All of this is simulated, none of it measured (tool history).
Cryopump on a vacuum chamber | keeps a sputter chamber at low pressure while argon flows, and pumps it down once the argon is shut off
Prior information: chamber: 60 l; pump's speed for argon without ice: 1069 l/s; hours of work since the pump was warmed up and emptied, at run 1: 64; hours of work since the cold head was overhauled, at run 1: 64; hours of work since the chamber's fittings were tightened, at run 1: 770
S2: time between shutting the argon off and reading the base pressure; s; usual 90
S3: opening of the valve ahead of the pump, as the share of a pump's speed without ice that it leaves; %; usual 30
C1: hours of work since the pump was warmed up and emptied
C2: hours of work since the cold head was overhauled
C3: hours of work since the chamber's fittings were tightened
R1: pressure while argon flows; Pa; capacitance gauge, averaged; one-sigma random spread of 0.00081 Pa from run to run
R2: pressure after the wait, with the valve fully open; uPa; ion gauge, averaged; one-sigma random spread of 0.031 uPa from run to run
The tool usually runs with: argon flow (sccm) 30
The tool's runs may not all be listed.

run 1 day=0 | argon_flow_(sccm)=30 S2=90 S3=30 | C1=64 C2=64 C3=770 | R1=0.1608 R2=3.09
run 2 day=0.283 | argon_flow_(sccm)=30 S2=90 S3=30 | C1=67 C2=67 C3=773 | R1=0.1587 R2=2.99
run 3 day=0.925 | argon_flow_(sccm)=30 S2=90 S3=30 | C1=74 C2=74 C3=780 | R1=0.1578 R2=3.11
run 4 day=1.212 | argon_flow_(sccm)=30 S2=90 S3=30 | C1=77 C2=77 C3=783 | R1=0.1604 R2=3.02
run 5 day=1.617 | argon_flow_(sccm)=30 S2=90 S3=30 | C1=82 C2=82 C3=788 | R1=0.1587 R2=3.06
run 6 day=2.071 | argon_flow_(sccm)=30 S2=90 S3=30 | C1=87 C2=87 C3=793 | R1=0.1613 R2=3.15
run 7 day=2.754 | argon_flow_(sccm)=30 S2=90 S3=30 | C1=95 C2=95 C3=801 | R1=0.1592 R2=3.15
run 8 day=3.083 | argon_flow_(sccm)=30 S2=90 S3=30 | C1=99 C2=99 C3=805 | R1=0.1592 R2=3.2
run 9 day=3.6 | argon_flow_(sccm)=30 S2=90 S3=30 | C1=105 C2=105 C3=811 | R1=0.1608 R2=3.14
run 10 day=4.05 | argon_flow_(sccm)=30 S2=90 S3=30 | C1=110 C2=110 C3=816 | R1=0.1604 R2=3.09
run 11 day=4.467 | argon_flow_(sccm)=30 S2=90 S3=30 | C1=114 C2=114 C3=820 | R1=0.1614 R2=3.14
run 12 day=5.088 | argon_flow_(sccm)=30 S2=90 S3=30 | C1=121 C2=121 C3=827 | R1=0.1607 R2=3.19
run 13 day=5.529 | argon_flow_(sccm)=30 S2=90 S3=30 | C1=126 C2=126 C3=832 | R1=0.1608 R2=3.2
run 14 day=6.042 | argon_flow_(sccm)=60 S2=90 S3=30 | C1=132 C2=132 C3=838 | R1=0.3193 R2=3.21
run 15 day=6.333 | argon_flow_(sccm)=32 S2=100 S3=38 | C1=136 C2=136 C3=842 | R1=0.1328 R2=3.15
run 16 day=6.742 | argon_flow_(sccm)=30 S2=90 S3=29 | C1=140 C2=140 C3=846 | R1=0.1657 R2=3.3
run 17 day=7.121 | argon_flow_(sccm)=30 S2=163 S3=29 | C1=144 C2=144 C3=850 | R1=0.1647 R2=2.66
run 18 day=7.533 | argon_flow_(sccm)=30 S2=101 S3=30 | C1=149 C2=149 C3=855 | R1=0.1608 R2=3.09
run 19 day=7.833 | argon_flow_(sccm)=48 S2=90 S3=59 | C1=153 C2=153 C3=859 | R1=0.1322 R2=3.2
run 20 day=8.375 | argon_flow_(sccm)=30 S2=106 S3=30 | C1=159 C2=159 C3=865 | R1=0.1601 R2=3.1
run 21 day=8.858 | argon_flow_(sccm)=30 S2=90 S3=46 | C1=164 C2=164 C3=870 | R1=0.1049 R2=3.31
run 22 day=9.275 | argon_flow_(sccm)=30 S2=90 S3=46 | C1=169 C2=169 C3=875 | R1=0.1058 R2=3.32
run 23 day=9.908 | argon_flow_(sccm)=33 S2=22 S3=30 | C1=176 C2=176 C3=882 | R1=0.1768 R2=7.45
run 24 day=10.479 | argon_flow_(sccm)=22 S2=22 S3=30 | C1=183 C2=183 C3=889 | R1=0.1183 R2=7.51
run 25 day=11.129 | argon_flow_(sccm)=37 S2=99 S3=30 | C1=190 C2=190 C3=896 | R1=0.197 R2=3.31
run 26 day=11.571 | argon_flow_(sccm)=34 S2=35 S3=30 | C1=195 C2=195 C3=901 | R1=0.1823 R2=5.24
run 27 day=12.196 | argon_flow_(sccm)=19 S2=247 S3=16 | C1=202 C2=202 C3=908 | R1=0.1917 R2=2.46

5 ways to go on from here, each from the tool as it stands after run 27. What would each give?
run A day=12.892 | argon_flow_(sccm)=13 S2=228 S3=19 | C1=210 C2=210 C3=916 | R1=? R2=?
run B day=12.892 | argon_flow_(sccm)=19 S2=53 S3=28 | C1=210 C2=210 C3=916 | R1=? R2=?
run C day=12.892 | argon_flow_(sccm)=19 S2=247 S3=20 | C1=210 C2=210 C3=916 | R1=? R2=?
run D day=12.892 | argon_flow_(sccm)=46 S2=247 S3=16 | C1=210 C2=210 C3=916 | R1=? R2=?
run E day=12.892 | argon_flow_(sccm)=19 S2=37 S3=27 | C1=210 C2=210 C3=916 | R1=? R2=?

run=A R1=0.1094 R2=2.57
run=B R1=0.1095 R2=4.34
run=C R1=0.1515 R2=2.57
run=D R1=0.4552 R2=2.51
run=E R1=0.1126 R2=5.3
Without the tool's unlogged condition, the same runs would have read:
run=A R1=0.1081 R2=0.79
run=B R1=0.1076 R2=2.55
run=C R1=0.1497 R2=0.79
run=D R1=0.4508 R2=0.75
run=E R1=0.1108 R2=3.5
